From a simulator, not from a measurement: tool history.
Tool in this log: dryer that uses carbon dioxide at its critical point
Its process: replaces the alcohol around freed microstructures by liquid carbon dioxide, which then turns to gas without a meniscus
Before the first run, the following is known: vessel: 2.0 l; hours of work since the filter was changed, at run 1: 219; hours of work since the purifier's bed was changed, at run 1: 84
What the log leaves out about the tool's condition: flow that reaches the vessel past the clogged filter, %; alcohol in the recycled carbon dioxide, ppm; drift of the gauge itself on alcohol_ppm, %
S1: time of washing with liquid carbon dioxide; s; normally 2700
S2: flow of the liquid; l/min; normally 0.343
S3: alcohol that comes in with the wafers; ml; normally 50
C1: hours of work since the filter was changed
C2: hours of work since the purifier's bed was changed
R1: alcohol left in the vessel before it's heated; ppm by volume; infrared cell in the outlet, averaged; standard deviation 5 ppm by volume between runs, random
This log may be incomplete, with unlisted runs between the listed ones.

run,hour,S1,S2,S3,C1,C2,R1
1,0,2700,0.343,50,219,84,108
2,31.5,2700,0.343,50,241,107,112
3,50.9,2700,0.343,50,255,120,133
4,80.1,2700,0.583,50,276,141,46
5,101.3,2700,0.343,50,291,156,139
# hour 114.2: inlet filter changed
6,142.3,2700,0.343,50,20,184,99
7,174.3,2700,0.343,47,42,207,114
8,208.7,2700,0.343,22,67,231,97
9,237.7,2700,0.343,50,87,251,131
10,264.7,2700,0.343,50,106,271,130
11,299.3,2700,0.343,50,131,295,153
12,331.5,2700,0.343,50,153,318,162
13,369.3,2700,0.343,50,180,344,180
14,406.6,2700,0.343,50,206,371,189
15,429.2,2700,0.343,50,222,387,197
16,450.5,2700,0.343,50,237,402,215
17,476.5,2700,0.343,52,256,420,226
18,510.3,2700,0.339,52,280,444,236
# hour 538.8: inlet filter changed
19,540.3,2700,0.339,52,1,464,186
20,559.3,2700,0.339,52,14,478,206
21,593,2700,0.339,52,38,502,201
22,634,2700,0.339,52,67,531,215
23,656.7,2700,0.343,50,83,547,225
24,678.5,2700,0.343,50,99,562,231
25,711.5,2700,0.343,50,122,585,239
26,740.5,2040,0.572,24,142,606,198
27,761.9,2700,0.215,50,158,621,734
28,789.3,2760,0.523,92,177,640,202
29,830.3,2760,0.523,92,206,669,210
30,863.9,2760,0.523,92,230,693,220
31,903.9,2760,0.523,92,258,721,228
32,940.3,2700,0.343,40,284,747,301
33,960.1,3840,0.229,50,298,761,358
# hour 965: inlet filter changed
34,1000.1,3840,0.229,50,25,788,294
35,1016.9,3840,0.229,50,37,800,310
36,1051.8,3840,0.23,94,61,825,366
37,1080.6,3840,0.23,94,82,845,383
38,1120.8,1920,0.31,36,110,874,601
39,1160.8,3180,0.446,30,138,902,286
40,1181.1,3180,0.446,30,153,916,289
41,1215.1,3180,0.446,30,177,940,278
42,1249.2,2700,0.256,50,201,964,607
# hour 1273.9: purifier's bed changed
43,1277.7,2700,0.256,50,219,3,331
44,1294.6,2160,0.343,50,231,15,255
45,1330.7,2460,0.343,28,256,40,99

Forecast each of these 5 alternatives for the next run:
A,1353.3,2040,0.357,28,272,56,?
B,1353.3,2580,0.343,31,272,56,?
C,1353.3,2460,0.239,85,272,56,?
D,1353.3,2700,0.343,79,272,56,?
E,1353.3,4260,0.343,50,272,56,?

run,R1
A,196
B,98
C,1199
D,162
E,22
Without the tool's hidden state the same runs would have given:
run,R1
A,91
B,39
C,655
D,59
E,2
